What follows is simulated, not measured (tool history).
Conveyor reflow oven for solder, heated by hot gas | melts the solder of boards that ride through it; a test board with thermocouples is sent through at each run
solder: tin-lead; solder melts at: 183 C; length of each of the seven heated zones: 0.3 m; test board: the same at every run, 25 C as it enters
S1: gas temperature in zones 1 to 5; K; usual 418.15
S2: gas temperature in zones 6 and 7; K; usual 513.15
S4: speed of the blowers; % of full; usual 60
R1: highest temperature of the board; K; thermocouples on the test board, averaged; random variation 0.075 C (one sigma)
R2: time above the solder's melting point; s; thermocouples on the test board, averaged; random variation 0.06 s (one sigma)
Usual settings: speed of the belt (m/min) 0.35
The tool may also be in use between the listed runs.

Run 1, day 0: usual settings. Result: R1 499.53 K, R2 90.02 s.
At day 1.267: flux residue cleaned out of gas plates and filters.
Run 2, day 1.662: usual settings. Result: R1 499.34 K, R2 90 s.
Run 3, day 2.538: usual settings. Result: R1 499.45 K, R2 89.86 s.
Run 4, day 4.067: usual settings but S2 523.15 K. Result: R1 508.44 K, R2 96.32 s.
At day 4.388: thermocouples of zones 6 and 7 changed.
Run 5, day 5.079: usual settings. Result: R1 499.98 K, R2 90.38 s.
Run 6, day 5.929: usual settings. Result: R1 499.85 K, R2 90.32 s.
Run 7, day 7.075: usual settings. Result: R1 499.72 K, R2 90.42 s.
At day 7.483: flux residue cleaned out of gas plates and filters, once more.
Run 8, day 8.192: usual settings. Result: R1 500.51 K, R2 90.89 s.
Run 9, day 9.621: usual settings. Result: R1 500.29 K, R2 90.74 s.
Run 10, day 10.496: usual settings. Result: R1 500.33 K, R2 90.83 s.
Run 11, day 11.588: usual settings. Result: R1 500.29 K, R2 90.95 s.
Run 12, day 12.433: usual settings. Result: R1 500.34 K, R2 90.75 s.
Run 13, day 13.9: usual settings. Result: R1 500.31 K, R2 90.71 s.
Run 14, day 15.025: usual settings. Result: R1 500.13 K, R2 90.69 s.
Run 15, day 16.133: usual settings. Result: R1 500 K, R2 90.77 s.
Run 16, day 17.371: usual settings. Result: R1 500.02 K, R2 90.54 s.
Run 17, day 18.946: usual settings. Result: R1 499.95 K, R2 90.53 s.
At day 19.283: flux residue cleaned out of gas plates and filters.
Run 18, day 20.583: usual settings. Result: R1 500.26 K, R2 91.01 s.
Run 19, day 21.838: usual settings but S2 509.15 K, S4 70 % of full. Result: R1 498.34 K, R2 89.67 s.
Run 20, day 23.146: usual settings but S1 433.15 K, S2 512.15 K, speed of the belt (m/min) 0.301. Result: R1 504.42 K, R2 118.3 s.
Run 21, day 24.446: usual settings but S1 428.15 K, S2 523.15 K, speed of the belt (m/min) 0.359, S4 56 % of full. Result: R1 509.3 K, R2 99.6 s.
Run 22, day 25.642: usual settings but S4 58 % of full. Result: R1 499.79 K, R2 90.47 s.
Run 23, day 26.962: usual settings but S1 405.15 K, S2 517.15 K, speed of the belt (m/min) 0.351, S4 81 % of full. Result: R1 505.51 K, R2 89.29 s.
Run 24, day 28.212: usual settings but S1 405.15 K, S2 517.15 K, speed of the belt (m/min) 0.351, S4 81 % of full. Result: R1 505.59 K, R2 89.2 s.
Run 25, day 29.038: usual settings but S1 405.15 K, S2 517.15 K, speed of the belt (m/min) 0.351, S4 81 % of full. Result: R1 505.45 K, R2 89.22 s.
Run 26, day 29.688: usual settings but S1 430.15 K, S2 518.15 K, speed of the belt (m/min) 0.322, S4 64 % of full. Result: R1 508.74 K, R2 111.43 s.
Run 27, day 30.8: usual settings but S4 67 % of full. Result: R1 501.07 K, R2 91.75 s.
At day 31.1: flux residue cleaned out of gas plates and filters.
Run 28, day 31.85: usual settings but S1 406.15 K, S2 523.15 K, speed of the belt (m/min) 0.308, S4 67 % of full. Result: R1 512.82 K, R2 107.49 s.
Run 29, day 32.867: usual settings but S1 431.15 K, speed of the belt (m/min) 0.385, S4 51 % of full. Result: R1 497.67 K, R2 87.17 s.
Run 30, day 33.604: usual settings but S1 419.15 K, speed of the belt (m/min) 0.356, S4 51 % of full. Result: R1 497.78 K, R2 87.94 s.

The same runs without the tool's hidden state, with the same run-to-run variation:
The hidden state here: heat that the gas passes to the board, % of a clean oven's; belt's true speed, % of the reading; true gas temperature in zones 6 and 7 over the reading, C; drift of the gauge itself on peak_c, C; drift of the gauge itself on liquid_s, %.
run      R1      R2
  1  500.66   90.45
  2  500.61   90.53
  3  500.76   90.42
  4  509.88   96.64
  5  500.76   90.51
  6  500.68   90.46
  7   500.6    90.6
  8  500.76   90.51
  9  500.61    90.4
 10   500.7   90.51
 11  500.71   90.65
 12  500.81   90.48
 13  500.85   90.47
 14  500.73   90.49
 15  500.66    90.6
 16  500.74   90.41
 17  500.75   90.44
 18  500.62   90.51
 19  498.79   89.24
 20  504.92  117.58
 21  509.82   99.02
 22  500.39   90.11
 23  506.31      89
 24  506.46   88.95
 25  506.37      89
 26  509.54  110.76
 27  501.98   91.51
 28  513.41  106.78
 29   498.2   86.67
 30  498.36    87.5

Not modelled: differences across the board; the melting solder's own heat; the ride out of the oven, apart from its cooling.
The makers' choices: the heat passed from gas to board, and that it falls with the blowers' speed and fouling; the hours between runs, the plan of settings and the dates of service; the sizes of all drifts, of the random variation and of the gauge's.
